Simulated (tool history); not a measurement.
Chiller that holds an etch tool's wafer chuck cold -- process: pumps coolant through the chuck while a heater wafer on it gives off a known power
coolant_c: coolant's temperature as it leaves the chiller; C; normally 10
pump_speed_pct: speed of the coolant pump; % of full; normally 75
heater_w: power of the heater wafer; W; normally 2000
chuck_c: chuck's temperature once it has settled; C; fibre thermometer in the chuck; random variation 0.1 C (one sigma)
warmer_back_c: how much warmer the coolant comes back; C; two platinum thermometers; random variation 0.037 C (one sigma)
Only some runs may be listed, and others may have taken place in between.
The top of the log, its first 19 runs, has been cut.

run     day  coolant_c  pump_speed_pct  heater_w  hours since the coolant was changed and the channels were flushed  hours since the pump was overhauled  hours since the chiller's thermometer was calibrated  chuck_c  warmer_back_c
 20  23.396         18              60      2748                                                               4753                                 1598                                                  1925     59.3          12.83
 21  24.854         18              60      2808                                                               4788                                 1633                                                  1960     60.1          13.21
 22  26.167         18              60      2808                                                               4820                                 1665                                                  1991     60.0          13.20
 23  27.804         10              75      1562                                                               4859                                 1704                                                  2031     30.0           5.79
 24  28.796         14              65      2420                                                               4883                                 1728                                                  2055     48.3          10.51
 25  30.138          2              95      2000                                                               4915                                 1760                                                  2087     23.5           5.88
 26  31.775          2              73      1268                                                               4955                                 1799                                                  2126     18.5           4.84
 27  32.821          2              73      1268                                                               4980                                 1824                                                  2151     18.6           4.89
 28  34.167          6              85      1074                                                               5012                                 1857                                                  2183     18.4           3.51
 29  35.738          6              85      1582                                                               5050                                 1894                                                  2221     24.5           5.19
 30  37.229          6              85      1582                                                               5086                                 1930                                                  2257     24.4           5.18
 31  38.225         10              65      2744                                                               5109                                 1954                                                  2281     49.0          11.82
 32  39.192          1              75      2000                                                               5133                                 1977                                                  2304     26.5           7.34

4 options for the next run, each taken on its own from the tool as it stands now. Forecast them:
  A  40.725          8              97      2831                                                               5169                                 2014                                                  2341        ?              ?
  B  40.725          5              89      1212                                                               5169                                 2014                                                  2341        ?              ?
  C  40.725         10              62      2000                                                               5169                                 2014                                                  2341        ?              ?
  D  40.725          1              75      1042                                                               5169                                 2014                                                  2341        ?              ?

run  chuck_c  warmer_back_c
  A     38.0           8.13
  B     18.7           3.79
  C     39.3           9.06
  D     14.4           3.88
The same runs, with their run-to-run variation unchanged, on a tool lacking any hidden condition would have given:
run  chuck_c  warmer_back_c
  A     37.9           8.13
  B     18.7           3.79
  C     39.2           9.06
  D     14.4           3.88
